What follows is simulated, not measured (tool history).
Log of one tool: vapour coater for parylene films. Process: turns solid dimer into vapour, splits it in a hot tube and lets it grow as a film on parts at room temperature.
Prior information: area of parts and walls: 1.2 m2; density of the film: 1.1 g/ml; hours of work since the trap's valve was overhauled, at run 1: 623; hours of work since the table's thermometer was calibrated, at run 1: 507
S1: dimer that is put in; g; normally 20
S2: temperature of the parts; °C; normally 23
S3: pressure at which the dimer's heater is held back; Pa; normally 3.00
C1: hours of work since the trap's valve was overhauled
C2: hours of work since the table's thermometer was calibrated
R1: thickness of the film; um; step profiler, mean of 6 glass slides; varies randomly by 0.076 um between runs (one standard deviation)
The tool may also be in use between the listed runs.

run   hour  S1  S2    S3   C1   C2     R1
  1    0.0  20  23  3.00  623  507   8.48
  2    9.6  20  23  3.00  631  516   8.38
  3   24.1  20  23  3.00  644  528   8.45
  4   41.4  20  21  3.00  659  544   9.00
      48.4  -- trap's valve overhauled
  5   60.6  20  23  3.00   11  557   9.09
      62.8  -- table's thermometer calibrated
  6   73.8  20  32  7.88   22   10   5.91
  7   89.5  23  17  7.36   36   24  10.38
  8   99.0  23  17  7.36   44   32  10.50
  9  113.9  23  17  7.36   57   45  10.37
 10  128.1  24  22  7.74   70   58   9.15

Alternative continuations, all from the tool just after run 10; predict every row:
  A  136.6  24  20   8.94  77  66   ?
  B  136.6  11  23   3.00  77  66   ?
  C  136.6  23  20  11.59  77  66   ?

run    R1
  A  9.61
  B  4.93
  C  8.82
Without the tool's unlogged condition, the same runs would have read:
run    R1
  A  9.80
  B  5.03
  C  9.00

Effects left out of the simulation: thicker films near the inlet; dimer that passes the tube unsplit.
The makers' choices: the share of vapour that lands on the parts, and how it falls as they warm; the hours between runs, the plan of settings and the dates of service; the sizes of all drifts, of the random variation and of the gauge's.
